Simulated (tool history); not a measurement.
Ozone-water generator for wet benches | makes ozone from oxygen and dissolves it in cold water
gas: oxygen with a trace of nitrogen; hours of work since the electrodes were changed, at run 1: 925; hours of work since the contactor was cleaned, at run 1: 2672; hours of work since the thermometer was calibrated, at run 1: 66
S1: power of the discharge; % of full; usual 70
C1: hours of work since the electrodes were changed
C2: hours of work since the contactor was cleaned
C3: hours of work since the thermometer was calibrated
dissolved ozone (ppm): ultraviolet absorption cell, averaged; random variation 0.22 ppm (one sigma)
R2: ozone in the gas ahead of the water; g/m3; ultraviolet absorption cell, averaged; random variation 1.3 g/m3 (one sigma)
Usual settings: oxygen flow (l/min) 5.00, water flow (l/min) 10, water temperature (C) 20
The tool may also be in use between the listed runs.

{"run": 1, "hour": 0.0, "S1": 70, "oxygen flow (l/min)": 5.0, "water flow (l/min)": 10, "water temperature (C)": 20, "C1": 925, "C2": 2672, "C3": 66, "dissolved ozone (ppm)": 29.4, "R2": 222.9}
{"run": 2, "hour": 111.0, "S1": 70, "oxygen flow (l/min)": 5.0, "water flow (l/min)": 10, "water temperature (C)": 13, "C1": 998, "C2": 2745, "C3": 138, "dissolved ozone (ppm)": 34.1, "R2": 222.2}
{"run": 3, "hour": 207.4, "S1": 70, "oxygen flow (l/min)": 5.0, "water flow (l/min)": 10, "water temperature (C)": 13, "C1": 1061, "C2": 2808, "C3": 202, "dissolved ozone (ppm)": 33.9, "R2": 220.7}
{"run": 4, "hour": 363.6, "S1": 70, "oxygen flow (l/min)": 3.78, "water flow (l/min)": 10, "water temperature (C)": 13, "C1": 1164, "C2": 2911, "C3": 304, "dissolved ozone (ppm)": 35.4, "R2": 268.5}
{"run": 5, "hour": 502.1, "S1": 62, "oxygen flow (l/min)": 5.0, "water flow (l/min)": 10, "water temperature (C)": 20, "C1": 1255, "C2": 3002, "C3": 395, "dissolved ozone (ppm)": 27.2, "R2": 209.5}
{"run": 6, "hour": 613.2, "S1": 70, "oxygen flow (l/min)": 5.0, "water flow (l/min)": 10, "water temperature (C)": 20, "C1": 1328, "C2": 3074, "C3": 468, "dissolved ozone (ppm)": 28.7, "R2": 220.0}
{"run": 7, "hour": 679.7, "S1": 70, "oxygen flow (l/min)": 5.0, "water flow (l/min)": 10, "water temperature (C)": 20, "C1": 1371, "C2": 3118, "C3": 511, "dissolved ozone (ppm)": 28.7, "R2": 220.0}
{"run": 8, "hour": 798.9, "S1": 70, "oxygen flow (l/min)": 5.0, "water flow (l/min)": 10, "water temperature (C)": 14, "C1": 1449, "C2": 3196, "C3": 590, "dissolved ozone (ppm)": 32.0, "R2": 219.9}
{"run": 9, "hour": 914.3, "S1": 70, "oxygen flow (l/min)": 5.0, "water flow (l/min)": 10, "water temperature (C)": 14, "C1": 1525, "C2": 3272, "C3": 665, "dissolved ozone (ppm)": 31.7, "R2": 215.1}
{"hour": 963.3, "done": "contactor cleaned"}
{"run": 10, "hour": 999.8, "S1": 70, "oxygen flow (l/min)": 5.0, "water flow (l/min)": 10, "water temperature (C)": 14, "C1": 1579, "C2": 24, "C3": 719, "dissolved ozone (ppm)": 30.6, "R2": 217.1}
{"run": 11, "hour": 1144.7, "S1": 70, "oxygen flow (l/min)": 5.0, "water flow (l/min)": 10, "water temperature (C)": 14, "C1": 1674, "C2": 119, "C3": 814, "dissolved ozone (ppm)": 30.1, "R2": 217.0}
{"run": 12, "hour": 1216.1, "S1": 70, "oxygen flow (l/min)": 6.39, "water flow (l/min)": 10, "water temperature (C)": 14, "C1": 1720, "C2": 166, "C3": 861, "dissolved ozone (ppm)": 28.4, "R2": 182.3}
{"run": 13, "hour": 1308.1, "S1": 70, "oxygen flow (l/min)": 3.13, "water flow (l/min)": 10, "water temperature (C)": 20, "C1": 1781, "C2": 226, "C3": 921, "dissolved ozone (ppm)": 30.4, "R2": 301.6}
{"run": 14, "hour": 1439.9, "S1": 70, "oxygen flow (l/min)": 5.0, "water flow (l/min)": 10, "water temperature (C)": 20, "C1": 1867, "C2": 313, "C3": 1007, "dissolved ozone (ppm)": 27.0, "R2": 216.9}
{"run": 15, "hour": 1571.2, "S1": 70, "oxygen flow (l/min)": 5.0, "water flow (l/min)": 10, "water temperature (C)": 20, "C1": 1953, "C2": 399, "C3": 1094, "dissolved ozone (ppm)": 26.4, "R2": 216.7}
{"hour": 1691.1, "done": "contactor cleaned, once more"}
{"run": 16, "hour": 1691.1, "S1": 70, "oxygen flow (l/min)": 5.0, "water flow (l/min)": 10, "water temperature (C)": 20, "C1": 2029, "C2": 0, "C3": 1170, "dissolved ozone (ppm)": 29.0, "R2": 211.1}
{"run": 17, "hour": 1802.6, "S1": 70, "oxygen flow (l/min)": 8.72, "water flow (l/min)": 8, "water temperature (C)": 20, "C1": 2103, "C2": 73, "C3": 1243, "dissolved ozone (ppm)": 26.5, "R2": 145.4}
{"run": 18, "hour": 1887.8, "S1": 70, "oxygen flow (l/min)": 8.72, "water flow (l/min)": 8, "water temperature (C)": 20, "C1": 2158, "C2": 129, "C3": 1299, "dissolved ozone (ppm)": 26.6, "R2": 144.3}
{"run": 19, "hour": 1955.5, "S1": 70, "oxygen flow (l/min)": 2.53, "water flow (l/min)": 10, "water temperature (C)": 13, "C1": 2203, "C2": 173, "C3": 1343, "dissolved ozone (ppm)": 37.1, "R2": 339.8}
{"run": 20, "hour": 2079.8, "S1": 53, "oxygen flow (l/min)": 8.81, "water flow (l/min)": 8, "water temperature (C)": 19, "C1": 2284, "C2": 255, "C3": 1425, "dissolved ozone (ppm)": 23.4, "R2": 125.8}
{"run": 21, "hour": 2205.2, "S1": 70, "oxygen flow (l/min)": 5.0, "water flow (l/min)": 13, "water temperature (C)": 16, "C1": 2367, "C2": 337, "C3": 1507, "dissolved ozone (ppm)": 25.0, "R2": 209.9}
{"run": 22, "hour": 2345.3, "S1": 68, "oxygen flow (l/min)": 5.0, "water flow (l/min)": 10, "water temperature (C)": 24, "C1": 2459, "C2": 429, "C3": 1599, "dissolved ozone (ppm)": 26.1, "R2": 207.0}
{"run": 23, "hour": 2421.5, "S1": 68, "oxygen flow (l/min)": 8.65, "water flow (l/min)": 10, "water temperature (C)": 24, "C1": 2509, "C2": 479, "C3": 1649, "dissolved ozone (ppm)": 20.8, "R2": 143.8}
{"run": 24, "hour": 2487.3, "S1": 73, "oxygen flow (l/min)": 2.74, "water flow (l/min)": 7, "water temperature (C)": 25, "C1": 2552, "C2": 522, "C3": 1692, "dissolved ozone (ppm)": 40.3, "R2": 322.6}
{"run": 25, "hour": 2568.8, "S1": 78, "oxygen flow (l/min)": 5.0, "water flow (l/min)": 7, "water temperature (C)": 20, "C1": 2605, "C2": 576, "C3": 1745, "dissolved ozone (ppm)": 37.4, "R2": 217.4}
{"run": 26, "hour": 2705.7, "S1": 78, "oxygen flow (l/min)": 5.0, "water flow (l/min)": 7, "water temperature (C)": 20, "C1": 2695, "C2": 666, "C3": 1835, "dissolved ozone (ppm)": 37.2, "R2": 219.2}
{"run": 27, "hour": 2848.8, "S1": 70, "oxygen flow (l/min)": 4.89, "water flow (l/min)": 8, "water temperature (C)": 20, "C1": 2789, "C2": 759, "C3": 1929, "dissolved ozone (ppm)": 32.5, "R2": 211.0}
{"run": 28, "hour": 2923.6, "S1": 70, "oxygen flow (l/min)": 4.89, "water flow (l/min)": 8, "water temperature (C)": 20, "C1": 2838, "C2": 808, "C3": 1978, "dissolved ozone (ppm)": 32.9, "R2": 209.1}
{"run": 29, "hour": 2994.8, "S1": 73, "oxygen flow (l/min)": 4.89, "water flow (l/min)": 8, "water temperature (C)": 22, "C1": 2885, "C2": 855, "C3": 2025, "dissolved ozone (ppm)": 31.7, "R2": 211.1}
{"run": 30, "hour": 3073.6, "S1": 73, "oxygen flow (l/min)": 4.89, "water flow (l/min)": 8, "water temperature (C)": 17, "C1": 2936, "C2": 907, "C3": 2076, "dissolved ozone (ppm)": 35.0, "R2": 215.3}
{"run": 31, "hour": 3147.5, "S1": 65, "oxygen flow (l/min)": 5.0, "water flow (l/min)": 10, "water temperature (C)": 17, "C1": 2985, "C2": 955, "C3": 2125, "dissolved ozone (ppm)": 28.2, "R2": 198.7}
{"run": 32, "hour": 3292.2, "S1": 70, "oxygen flow (l/min)": 3.26, "water flow (l/min)": 12, "water temperature (C)": 20, "C1": 3080, "C2": 1050, "C3": 2220, "dissolved ozone (ppm)": 26.2, "R2": 274.6}

The same runs without the tool's hidden state, with the same run-to-run variation:
The hidden state here: yield of the discharge, % of new electrodes'; contactor's efficiency, % of a clean one's; true water temperature over the reading, C; drift of the gauge itself on ozone_ppm, %; drift of the gauge itself on gas_g_m3, %.
run=1 dissolved_ozone_(ppm)=32.0 R2=232.3
run=2 dissolved_ozone_(ppm)=37.3 R2=232.3
run=3 dissolved_ozone_(ppm)=37.2 R2=231.3
run=4 dissolved_ozone_(ppm)=39.0 R2=282.6
run=5 dissolved_ozone_(ppm)=30.1 R2=220.6
run=6 dissolved_ozone_(ppm)=32.0 R2=233.1
run=7 dissolved_ozone_(ppm)=32.2 R2=233.6
run=8 dissolved_ozone_(ppm)=35.9 R2=234.4
run=9 dissolved_ozone_(ppm)=35.8 R2=230.0
run=10 dissolved_ozone_(ppm)=36.1 R2=232.6
run=11 dissolved_ozone_(ppm)=35.7 R2=233.5
run=12 dissolved_ozone_(ppm)=33.7 R2=196.5
run=13 dissolved_ozone_(ppm)=36.2 R2=325.8
run=14 dissolved_ozone_(ppm)=32.4 R2=235.2
run=15 dissolved_ozone_(ppm)=31.9 R2=235.8
run=16 dissolved_ozone_(ppm)=31.8 R2=230.6
run=17 dissolved_ozone_(ppm)=29.2 R2=159.3
run=18 dissolved_ozone_(ppm)=29.4 R2=158.5
run=19 dissolved_ozone_(ppm)=41.0 R2=373.8
run=20 dissolved_ozone_(ppm)=25.7 R2=137.0
run=21 dissolved_ozone_(ppm)=28.0 R2=232.5
run=22 dissolved_ozone_(ppm)=29.3 R2=229.9
run=23 dissolved_ozone_(ppm)=23.5 R2=159.9
run=24 dissolved_ozone_(ppm)=45.7 R2=361.2
run=25 dissolved_ozone_(ppm)=42.7 R2=244.9
run=26 dissolved_ozone_(ppm)=42.6 R2=248.0
run=27 dissolved_ozone_(ppm)=37.3 R2=238.1
run=28 dissolved_ozone_(ppm)=37.9 R2=236.5
run=29 dissolved_ozone_(ppm)=36.7 R2=240.0
run=30 dissolved_ozone_(ppm)=40.7 R2=245.1
run=31 dissolved_ozone_(ppm)=32.6 R2=225.2
run=32 dissolved_ozone_(ppm)=30.6 R2=314.0

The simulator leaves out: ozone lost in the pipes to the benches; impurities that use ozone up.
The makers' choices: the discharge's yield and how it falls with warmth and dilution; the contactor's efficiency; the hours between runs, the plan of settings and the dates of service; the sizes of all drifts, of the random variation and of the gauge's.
